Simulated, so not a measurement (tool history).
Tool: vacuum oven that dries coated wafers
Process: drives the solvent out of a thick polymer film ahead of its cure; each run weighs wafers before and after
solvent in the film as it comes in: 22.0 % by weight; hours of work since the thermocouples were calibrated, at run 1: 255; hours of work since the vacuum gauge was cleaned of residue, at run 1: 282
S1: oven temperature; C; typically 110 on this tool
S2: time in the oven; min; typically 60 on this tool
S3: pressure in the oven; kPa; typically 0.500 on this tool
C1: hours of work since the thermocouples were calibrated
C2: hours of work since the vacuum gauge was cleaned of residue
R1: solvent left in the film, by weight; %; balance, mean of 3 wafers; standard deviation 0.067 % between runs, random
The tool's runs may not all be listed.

run    hour   S1   S2     S3   C1   C2     R1
  1     0.0  110   60  0.500  255  282   4.62
  2    41.6  110   60  0.500  275  301   4.70
  3    65.3  110   60  0.500  286  313   4.67
  4   106.5  110   60  0.500  305  332   4.67
  5   141.5  110   60  0.500  322  349   4.78
  6   166.0  110   60  0.500  334  360   4.74
  7   208.4  110   60  0.500  354  380   4.66
  8   244.0  110   60  0.500  371  397   4.77
  9   283.9  110   60  0.500  389  416   4.84
 10   305.4  110   60  0.500  400  426   4.82
 11   344.9  110   60  0.500  418  445   4.79
 12   378.5  110   60  0.500  434  461   4.79
 13   412.1  106   60  0.500  450  477   6.45
 14   451.9  106   60  0.500  469  496   6.30
 15   480.0  110   60  0.500  482  509   4.85
 16   528.1  110   60  0.500  505  532   4.90
 17   554.0  110   79  0.500  517  544   3.33
 18   592.2  110   79  0.500  536  562   3.38
 19   637.3  110   79  0.500  557  584   3.25
 20   686.9  110   79  1.199  580  607   3.63
 21   717.7  106   45  0.280  595  622   8.21
 22   755.1   98  101  1.128  613  639   6.58
 23   795.4  111   30  1.033  632  658   9.01
 24   821.1  119   60  0.500  644  671   2.22
 25   842.6  119   60  0.500  654  681   2.17
 26   865.3   96   60  1.311  665  692  10.62
 27   903.4  122   60  0.537  683  710   1.54
 28   935.0  122   60  0.537  698  725   1.51
 29   985.2  110   88  0.500  722  748   2.83
 30  1021.2  110   88  0.500  739  765   3.02
 31  1055.4  110   32  0.500  755  782   8.99
     1085.8  -- oven's thermocouples calibrated
 32  1099.3  110   32  0.500    6  802   8.66
 33  1128.0  122   45  0.500   20  815   2.47
 34  1174.7  112  105  0.285   42  837   1.41
 35  1215.9  112  105  0.285   62  857   1.31
 36  1248.4  105  106  0.500   77  872   3.16
 37  1277.7  110   57  0.811   91  886   5.09

Same runs, no hidden state in the tool, same run-to-run variation:
Hidden conditions of the tool in this case: true wafer temperature over the reading, C; true pressure over the reading, kPa; drift of the gauge itself on solvent_pct, %.
run     R1
  1   4.47
  2   4.53
  3   4.50
  4   4.48
  5   4.58
  6   4.53
  7   4.44
  8   4.53
  9   4.58
 10   4.55
 11   4.51
 12   4.49
 13   6.11
 14   5.95
 15   4.51
 16   4.54
 17   3.00
 18   3.03
 19   2.89
 20   3.25
 21   7.77
 22   6.06
 23   8.57
 24   1.90
 25   1.84
 26  10.11
 27   1.26
 28   1.23
 29   2.38
 30   2.55
 31   8.45
 32   8.55
 33   2.37
 34   1.27
 35   1.16
 36   2.96
 37   4.89
